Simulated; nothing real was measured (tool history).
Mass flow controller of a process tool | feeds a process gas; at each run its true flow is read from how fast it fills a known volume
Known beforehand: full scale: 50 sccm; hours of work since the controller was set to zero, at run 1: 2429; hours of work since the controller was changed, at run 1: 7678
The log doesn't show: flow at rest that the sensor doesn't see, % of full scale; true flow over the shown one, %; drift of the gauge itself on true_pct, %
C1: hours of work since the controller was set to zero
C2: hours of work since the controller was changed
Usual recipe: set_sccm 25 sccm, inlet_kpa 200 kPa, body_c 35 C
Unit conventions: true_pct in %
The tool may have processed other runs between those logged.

run 1 hour=0 | set_sccm=25 inlet_kpa=200 body_c=35 | C1=2429 C2=7678 | true_pct=93.92
run 2 hour=248.9 | set_sccm=5 inlet_kpa=200 body_c=35 | C1=2625 C2=7874 | true_pct=88.2
run 3 hour=411.8 | set_sccm=5 inlet_kpa=180 body_c=35 | C1=2753 C2=8002 | true_pct=87.71
run 4 hour=585.7 | set_sccm=5 inlet_kpa=180 body_c=35 | C1=2890 C2=8139 | true_pct=87.51
run 5 hour=704.9 | set_sccm=25 inlet_kpa=183 body_c=35 | C1=2984 C2=8233 | true_pct=93.44
run 6 hour=853.7 | set_sccm=25 inlet_kpa=183 body_c=35 | C1=3101 C2=8350 | true_pct=93.45
run 7 hour=1042.4 | set_sccm=25 inlet_kpa=183 body_c=35 | C1=3249 C2=8499 | true_pct=93.25
-- hour=1233.8 controller exchanged for a calibrated one
run 8 hour=1290.5 | set_sccm=25 inlet_kpa=168 body_c=35 | C1=45 C2=45 | true_pct=98.37
run 9 hour=1567 | set_sccm=25 inlet_kpa=200 body_c=35 | C1=262 C2=262 | true_pct=98.02
run 10 hour=1756.3 | set_sccm=25 inlet_kpa=200 body_c=27 | C1=411 C2=411 | true_pct=98.59
run 11 hour=2002.2 | set_sccm=25 inlet_kpa=200 body_c=35 | C1=605 C2=605 | true_pct=97.94
run 12 hour=2172.2 | set_sccm=45 inlet_kpa=173 body_c=26 | C1=739 C2=739 | true_pct=99.07
run 13 hour=2348.9 | set_sccm=7 inlet_kpa=200 body_c=35 | C1=878 C2=878 | true_pct=95.79
run 14 hour=2615.3 | set_sccm=7 inlet_kpa=200 body_c=35 | C1=1088 C2=1088 | true_pct=95.41
run 15 hour=2870.6 | set_sccm=9 inlet_kpa=200 body_c=39 | C1=1289 C2=1289 | true_pct=95.29
run 16 hour=3134.8 | set_sccm=33 inlet_kpa=227 body_c=39 | C1=1497 C2=1497 | true_pct=97.36

Expected results for the next run?
run 17 hour=3399.6 | set_sccm=33 inlet_kpa=204 body_c=28 | C1=1705 C2=1705 | true_pct=?

{"run 17": {"true_pct": 97.72}}
The same run, on a tool lacking any hidden state, would have yielded true_pct 99.2 %.
